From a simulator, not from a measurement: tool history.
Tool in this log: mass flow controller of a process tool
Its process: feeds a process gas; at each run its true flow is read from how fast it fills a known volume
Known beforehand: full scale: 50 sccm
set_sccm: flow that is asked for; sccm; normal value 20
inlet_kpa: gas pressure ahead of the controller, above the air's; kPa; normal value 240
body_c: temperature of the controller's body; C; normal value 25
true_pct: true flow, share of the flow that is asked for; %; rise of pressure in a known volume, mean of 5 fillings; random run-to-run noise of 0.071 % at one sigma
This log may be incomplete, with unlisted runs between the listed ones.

| run | hour | set_sccm | inlet_kpa | body_c | true_pct |
|---|---|---|---|---|---|
| 1 | 0 | 20 | 240 | 25 | 98.93 |
| 2 | 269.2 | 37 | 240 | 25 | 98.9 |
| 3 | 549.1 | 37 | 240 | 25 | 98.79 |
| 4 | 751.2 | 20 | 240 | 25 | 98.79 |
| 5 | 1101.3 | 20 | 240 | 25 | 98.77 |
| 6 | 1367.4 | 20 | 140 | 25 | 98.63 |
| 7 | 1704.1 | 20 | 140 | 25 | 98.47 |
| 8 | 2018 | 20 | 240 | 25 | 98.53 |
| 9 | 2333.1 | 20 | 240 | 25 | 98.53 |
| 10 | 2665 | 20 | 240 | 25 | 98.67 |
| 11 | 3007.2 | 20 | 278 | 25 | 98.62 |
| 12 | 3150 | 20 | 278 | 25 | 98.52 |
| 13 | 3346.1 | 20 | 240 | 25 | 98.44 |
| 14 | 3499.1 | 20 | 240 | 25 | 98.46 |
| 15 | 3777.2 | 20 | 240 | 25 | 98.39 |
| 16 | 4099 | 20 | 168 | 25 | 98.42 |
| 17 | 4359.6 | 20 | 240 | 25 | 98.37 |
| 18 | 4684.2 | 20 | 240 | 25 | 98.31 |
| 19 | 4878.7 | 20 | 240 | 25 | 98.21 |
| 20 | 5191.2 | 20 | 240 | 25 | 98.23 |
| 21 | 5372.2 | 20 | 240 | 25 | 98.28 |
| 22 | 5633.6 | 20 | 240 | 25 | 98.29 |
| 23 | 5788.4 | 20 | 240 | 25 | 98.14 |
| 24 | 6077.7 | 20 | 240 | 21 | 98.47 |
| 25 | 6315.1 | 20 | 265 | 21 | 98.43 |
| 26 | 6659.5 | 7 | 240 | 28 | 100.14 |
| 27 | 6867.7 | 14 | 275 | 33 | 98.01 |
| 28 | 7194.1 | 14 | 275 | 33 | 97.98 |
| 29 | 7338.5 | 14 | 275 | 33 | 98.03 |
| 30 | 7623.1 | 29 | 211 | 28 | 97.25 |
| 31 | 7791.9 | 29 | 279 | 39 | 96.62 |
| 32 | 8086.2 | 29 | 279 | 39 | 96.59 |
| 33 | 8346.6 | 20 | 246 | 35 | 97.1 |
| 34 | 8644 | 13 | 250 | 25 | 98.34 |
| 35 | 8981.1 | 10 | 240 | 23 | 99.32 |
| 36 | 9142.9 | 27 | 240 | 22 | 97.49 |
| 37 | 9390.8 | 27 | 240 | 22 | 97.63 |
| 38 | 9731.4 | 14 | 208 | 22 | 98.44 |
| 39 | 9996.1 | 13 | 203 | 25 | 98.34 |
| 40 | 10280.5 | 13 | 203 | 25 | 98.24 |

What if the next run were any one of these 4? Each begins from the tool's condition after run 40:
| A | 10504.7 | 13 | 173 | 25 | ? |
| B | 10504.7 | 18 | 240 | 21 | ? |
| C | 10504.7 | 12 | 203 | 23 | ? |
| D | 10504.7 | 13 | 203 | 35 | ? |

| run | true_pct |
|---|---|
| A | 98.18 |
| B | 98.03 |
| C | 98.65 |
| D | 97.63 |
Had the tool no hidden state, the same runs would have come out as:
| run | true_pct |
|---|---|
| A | 99.15 |
| B | 99.78 |
| C | 99.39 |
| D | 98.6 |

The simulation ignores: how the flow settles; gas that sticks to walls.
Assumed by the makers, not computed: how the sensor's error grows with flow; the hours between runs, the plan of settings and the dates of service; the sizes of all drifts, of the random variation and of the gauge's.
